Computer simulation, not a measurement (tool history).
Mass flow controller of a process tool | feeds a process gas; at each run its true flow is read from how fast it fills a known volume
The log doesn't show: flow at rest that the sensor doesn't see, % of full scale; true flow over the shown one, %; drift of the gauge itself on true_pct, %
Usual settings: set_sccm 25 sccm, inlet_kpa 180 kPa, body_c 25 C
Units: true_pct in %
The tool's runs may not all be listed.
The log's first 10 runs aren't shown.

run	hour	set_sccm	inlet_kpa	body_c	hours of work since the controller was set to zero	hours of work since the controller was changed	true_pct
11	653.6	25	201	25	1367	1367	100.30
12	744.4	25	201	28	1409	1409	100.67
13	802.0	22	180	25	1436	1436	100.47
14	874.5	22	180	25	1470	1470	100.66
15	949.8	22	180	25	1505	1505	100.74
16	996.6	5	260	31	1527	1527	100.38
17	1042.9	25	254	25	1549	1549	100.87
18	1108.9	25	230	25	1580	1580	101.08
# hour 1140.1: gauge calibrated
19	1170.9	7	193	34	1609	1609	99.01
20	1261.4	43	261	25	1651	1651	99.95
21	1328.2	9	174	21	1683	1683	98.55
22	1386.9	25	144	34	1710	1710	100.21
23	1470.0	25	274	22	1749	1749	99.28
24	1537.2	25	274	22	1781	1781	99.37
25	1579.6	5	170	32	1800	1800	99.62
26	1630.9	25	199	28	1824	1824	100.18
27	1697.0	25	195	25	1855	1855	100.03
28	1781.2	25	195	25	1895	1895	100.24
29	1847.0	25	191	25	1926	1926	100.34
30	1912.2	25	191	25	1956	1956	100.51

Forecast each of these 5 alternatives for the next run:
A	1950.5	7	182	25	1974	1974	?
B	1950.5	6	190	20	1974	1974	?
C	1950.5	25	180	24	1974	1974	?
D	1950.5	15	250	39	1974	1974	?
E	1950.5	25	249	23	1974	1974	?

run	true_pct
A	99.94
B	99.43
C	100.41
D	100.88
E	100.22
Without the tool's hidden state the same runs would have given:
run	true_pct
A	98.43
B	97.92
C	98.90
D	99.36
E	98.71
